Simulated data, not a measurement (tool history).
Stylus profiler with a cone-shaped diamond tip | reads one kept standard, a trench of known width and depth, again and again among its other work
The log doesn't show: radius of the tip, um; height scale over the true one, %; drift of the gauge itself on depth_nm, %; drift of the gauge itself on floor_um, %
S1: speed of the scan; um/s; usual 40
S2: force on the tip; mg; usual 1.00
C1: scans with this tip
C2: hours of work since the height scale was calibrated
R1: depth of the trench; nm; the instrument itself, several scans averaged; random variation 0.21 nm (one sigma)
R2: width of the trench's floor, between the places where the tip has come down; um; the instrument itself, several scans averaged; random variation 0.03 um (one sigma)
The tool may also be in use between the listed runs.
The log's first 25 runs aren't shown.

{"run": 26, "day": 80.058, "S1": 98, "S2": 1.59, "C1": 27842, "C2": 446, "R1": 1011.68, "R2": 23.15}
{"run": 27, "day": 84.25, "S1": 45, "S2": 0.72, "C1": 28428, "C2": 518, "R1": 1007.06, "R2": 23.16}
{"run": 28, "day": 88.171, "S1": 10, "S2": 0.94, "C1": 28977, "C2": 584, "R1": 1008.8, "R2": 23.25}
{"run": 29, "day": 90.221, "S1": 66, "S2": 1.1, "C1": 29263, "C2": 619, "R1": 1009.67, "R2": 23.03}
{"run": 30, "day": 94.496, "S1": 26, "S2": 1.58, "C1": 29862, "C2": 692, "R1": 1012.12, "R2": 23.18}
{"run": 31, "day": 99.092, "S1": 26, "S2": 1.58, "C1": 30504, "C2": 770, "R1": 1012.21, "R2": 23.09}
{"run": 32, "day": 102.55, "S1": 100, "S2": 1.41, "C1": 30989, "C2": 829, "R1": 1011.48, "R2": 22.81}
{"run": 33, "day": 105.675, "S1": 72, "S2": 0.35, "C1": 31426, "C2": 882, "R1": 1005.08, "R2": 22.6}
{"day": 109.933, "done": "height scale calibrated on a step standard"}
{"run": 34, "day": 110.062, "S1": 72, "S2": 0.35, "C1": 32036, "C2": 2, "R1": 1003.53, "R2": 22.55}
{"run": 35, "day": 112.842, "S1": 12, "S2": 0.35, "C1": 32425, "C2": 49, "R1": 1003.35, "R2": 23.01}
{"run": 36, "day": 116.358, "S1": 16, "S2": 1.82, "C1": 32917, "C2": 109, "R1": 1011.56, "R2": 22.95}
{"run": 37, "day": 121.271, "S1": 70, "S2": 1.0, "C1": 33605, "C2": 193, "R1": 1008.11, "R2": 22.65}
{"run": 38, "day": 125.562, "S1": 70, "S2": 1.0, "C1": 34205, "C2": 266, "R1": 1008.23, "R2": 22.64}
{"day": 127.579, "done": "new tip fitted, height scale calibrated"}
{"run": 39, "day": 128.438, "S1": 31, "S2": 1.0, "C1": 120, "C2": 15, "R1": 1007.87, "R2": 26.36}

Forecast each of these 3 alternatives for the next run:
{"run": "A", "day": 131.129, "S1": 24, "S2": 1.45, "C1": 497, "C2": 60, "R1": "?", "R2": "?"}
{"run": "B", "day": 131.129, "S1": 63, "S2": 1.13, "C1": 497, "C2": 60, "R1": "?", "R2": "?"}
{"run": "C", "day": 131.129, "S1": 12, "S2": 2.83, "C1": 497, "C2": 60, "R1": "?", "R2": "?"}

run=A R1=1009.99 R2=26.37
run=B R1=1008.38 R2=26.23
run=C R1=1016.38 R2=26.47
Without the tool's hidden state the same runs would have given:
run=A R1=1010.18 R2=26.43
run=B R1=1008.57 R2=26.29
run=C R1=1016.57 R2=26.54
